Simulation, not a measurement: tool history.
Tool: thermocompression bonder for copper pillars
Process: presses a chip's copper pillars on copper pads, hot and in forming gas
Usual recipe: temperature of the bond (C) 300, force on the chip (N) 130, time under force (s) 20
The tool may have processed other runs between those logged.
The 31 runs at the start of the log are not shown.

| run | hour | temperature of the bond (C) | force on the chip (N) | time under force (s) | force that shears a chip off (N) |
|---|---|---|---|---|---|
| 32 | 268.5 | 282 | 130 | 20 | 56.2 |
| 33 | 277.5 | 291 | 130 | 12 | 50.1 |
| 34 | 288.1 | 300 | 195 | 15 | 75.6 |
| 35 | 298.4 | 275 | 195 | 15 | 62.9 |
| 36 | 305.5 | 275 | 195 | 15 | 62.3 |
| 37 | 316.6 | 304 | 110 | 15 | 53.8 |
| 38 | 326.7 | 304 | 110 | 15 | 53.0 |
| 39 | 337.1 | 304 | 88 | 10 | 38.4 |

Predict each of these 5 candidate next runs independently; none follows another, all start after run 39:
| A | 347.8 | 300 | 130 | 20 | ? |
| B | 347.8 | 304 | 130 | 20 | ? |
| C | 347.8 | 300 | 130 | 13 | ? |
| D | 347.8 | 291 | 130 | 20 | ? |
| E | 347.8 | 300 | 130 | 13 | ? |

| run | force that shears a chip off (N) |
|---|---|
| A | 63.0 |
| B | 65.0 |
| C | 54.8 |
| D | 58.9 |
| E | 54.4 |
Without the tool's hidden state the same runs would have given:
| run | force that shears a chip off (N) |
|---|---|
| A | 64.3 |
| B | 66.5 |
| C | 55.6 |
| D | 59.8 |
| E | 55.2 |

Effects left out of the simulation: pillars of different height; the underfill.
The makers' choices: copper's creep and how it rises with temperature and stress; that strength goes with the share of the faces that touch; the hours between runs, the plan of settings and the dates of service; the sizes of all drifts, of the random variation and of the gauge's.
